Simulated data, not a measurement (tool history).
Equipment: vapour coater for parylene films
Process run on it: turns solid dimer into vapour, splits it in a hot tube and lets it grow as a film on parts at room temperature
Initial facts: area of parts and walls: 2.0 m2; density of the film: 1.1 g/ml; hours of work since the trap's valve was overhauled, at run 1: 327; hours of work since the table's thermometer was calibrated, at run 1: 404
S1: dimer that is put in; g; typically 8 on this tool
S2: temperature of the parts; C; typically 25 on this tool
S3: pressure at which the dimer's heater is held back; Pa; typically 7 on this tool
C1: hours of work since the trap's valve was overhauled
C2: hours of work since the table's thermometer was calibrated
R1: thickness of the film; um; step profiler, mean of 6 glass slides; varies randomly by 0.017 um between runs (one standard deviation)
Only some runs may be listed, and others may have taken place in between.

Run 1, hour 0: usual settings; C1 327; C2 404. Result: R1 1.88 um.
Run 2, hour 18.7: usual settings; C1 338; C2 415. Result: R1 1.85 um.
Run 3, hour 41.1: usual settings; C1 351; C2 428. Result: R1 1.85 um.
Run 4, hour 60.9: usual settings; C1 363; C2 440. Result: R1 1.87 um.
Run 5, hour 70.9: usual settings; C1 369; C2 446. Result: R1 1.88 um.
Run 6, hour 85.4: usual settings; C1 377; C2 454. Result: R1 1.89 um.
Run 7, hour 102.2: usual settings; C1 387; C2 464. Result: R1 1.86 um.
Run 8, hour 123.8: usual settings; C1 400; C2 477. Result: R1 1.85 um.
Run 9, hour 141.7: usual settings; C1 410; C2 488. Result: R1 1.87 um.
Run 10, hour 161.7: usual settings; C1 422; C2 499. Result: R1 1.82 um.
Run 11, hour 184.4: usual settings; C1 436; C2 513. Result: R1 1.84 um.
Run 12, hour 200.5: usual settings; C1 445; C2 522. Result: R1 1.84 um.
Run 13, hour 219.2: usual settings but S3 3.25 Pa; C1 456; C2 533. Result: R1 2.14 um.
Run 14, hour 235.5: usual settings but S3 3.25 Pa; C1 466; C2 543. Result: R1 2.13 um.
Run 15, hour 245.5: usual settings but S3 3.59 Pa; C1 472; C2 549. Result: R1 2.11 um.
Run 16, hour 258.5: usual settings but S3 3.59 Pa; C1 479; C2 556. Result: R1 2.1 um.
Run 17, hour 276.3: usual settings but S3 3.59 Pa; C1 490; C2 567. Result: R1 2.12 um.
Run 18, hour 286.1: usual settings but S3 6.29 Pa; C1 495; C2 573. Result: R1 1.85 um.
Run 19, hour 302: usual settings but S3 2.22 Pa; C1 505; C2 582. Result: R1 2.32 um.
Run 20, hour 313.9: usual settings but S3 2.22 Pa; C1 512; C2 589. Result: R1 2.27 um.
Run 21, hour 331.3: usual settings; C1 522; C2 599. Result: R1 1.82 um.
Run 22, hour 346.6: usual settings; C1 531; C2 608. Result: R1 1.77 um.
Run 23, hour 368.3: usual settings; C1 544; C2 621. Result: R1 1.81 um.
Run 24, hour 379.3: usual settings; C1 550; C2 627. Result: R1 1.81 um.
Run 25, hour 397.9: usual settings but S1 5 g, S2 36 C, S3 3.86 Pa; C1 561; C2 638. Result: R1 0.89 um.
Run 26, hour 412.3: usual settings but S1 5 g, S2 36 C, S3 3.86 Pa; C1 570; C2 647. Result: R1 0.9 um.
Run 27, hour 426: usual settings but S1 5 g, S2 36 C, S3 6.69 Pa; C1 578; C2 655. Result: R1 0.84 um.
Run 28, hour 444.6: usual settings but S1 5 g, S2 36 C, S3 6.69 Pa; C1 589; C2 666. Result: R1 0.81 um.
At hour 449.8: trap's valve overhauled.
Run 29, hour 472.6: usual settings but S1 5 g, S2 36 C, S3 6.69 Pa; C1 13; C2 680. Result: R1 0.76 um.
Run 30, hour 488.3: usual settings but S1 5 g, S2 36 C, S3 6.69 Pa; C1 23; C2 689. Result: R1 0.75 um.
Run 31, hour 501.7: usual settings but S1 6 g, S2 36 C, S3 2.03 Pa; C1 31; C2 697. Result: R1 1.17 um.
Run 32, hour 520.3: usual settings but S1 6 g, S2 36 C, S3 2.03 Pa; C1 42; C2 708. Result: R1 1.15 um.
Run 33, hour 541.3: usual settings but S1 12 g, S2 28 C; C1 54; C2 721. Result: R1 2.29 um.
Run 34, hour 551.6: usual settings but S1 13 g, S2 23 C, S3 4.07 Pa; C1 60; C2 727. Result: R1 3.24 um.
Run 35, hour 573.4: usual settings but S1 11 g, S2 37 C, S3 10.48 Pa; C1 73; C2 739. Result: R1 1.46 um.
Run 36, hour 584.5: usual settings but S1 12 g, S2 28 C, S3 8.35 Pa; C1 79; C2 746. Result: R1 2.24 um.
At hour 589.6: trap's valve overhauled, once more.
Run 37, hour 599.1: usual settings but S1 11 g, S2 26 C, S3 8.35 Pa; C1 6; C2 752. Result: R1 2.59 um.
Run 38, hour 612.4: usual settings but S1 6 g, S2 26 C, S3 8.35 Pa; C1 13; C2 760. Result: R1 1.42 um.
Run 39, hour 635.5: usual settings but S1 6 g, S2 26 C, S3 8.35 Pa; C1 27; C2 774. Result: R1 1.39 um.
Run 40, hour 650.9: usual settings but S1 6 g, S2 26 C, S3 8.35 Pa; C1 36; C2 783. Result: R1 1.42 um.
Run 41, hour 661.3: usual settings; C1 42; C2 789. Result: R1 2.03 um.
Run 42, hour 673.2: usual settings but S1 6 g, S2 27 C; C1 49; C2 796. Result: R1 1.43 um.
Run 43, hour 688.1: usual settings but S1 7 g, S2 19 C, S3 4.08 Pa; C1 58; C2 805. Result: R1 2.36 um.
Run 44, hour 710.8: usual settings but S1 7 g, S2 19 C, S3 4.08 Pa; C1 71; C2 818. Result: R1 2.32 um.
Run 45, hour 721.7: usual settings but S1 11 g, S2 18 C, S3 10.36 Pa; C1 78; C2 824. Result: R1 3.08 um.
Run 46, hour 734.1: usual settings but S3 7.64 Pa; C1 85; C2 832. Result: R1 1.93 um.
Run 47, hour 756.6: usual settings but S1 5 g, S3 5.15 Pa; C1 98; C2 845. Result: R1 1.32 um.

Forecast each of these 4 alternatives for the next run:
Run A, hour 777.2: usual settings but S1 5 g, S2 26 C, S3 3.8 Pa; C1 110; C2 857. Result: R1 ?.
Run B, hour 777.2: usual settings but S2 20 C; C1 110; C2 857. Result: R1 ?.
Run C, hour 777.2: usual settings but S1 7 g, S2 20 C, S3 2.02 Pa; C1 110; C2 857. Result: R1 ?.
Run D, hour 777.2: usual settings but S1 14 g, S2 27 C, S3 9.58 Pa; C1 110; C2 857. Result: R1 ?.

run    R1
  A  1.35
  B   2.3
  C  2.62
  D  3.04
Without the tool's hidden state the same runs would have given:
run    R1
  A   1.4
  B  2.39
  C  2.72
  D  3.16
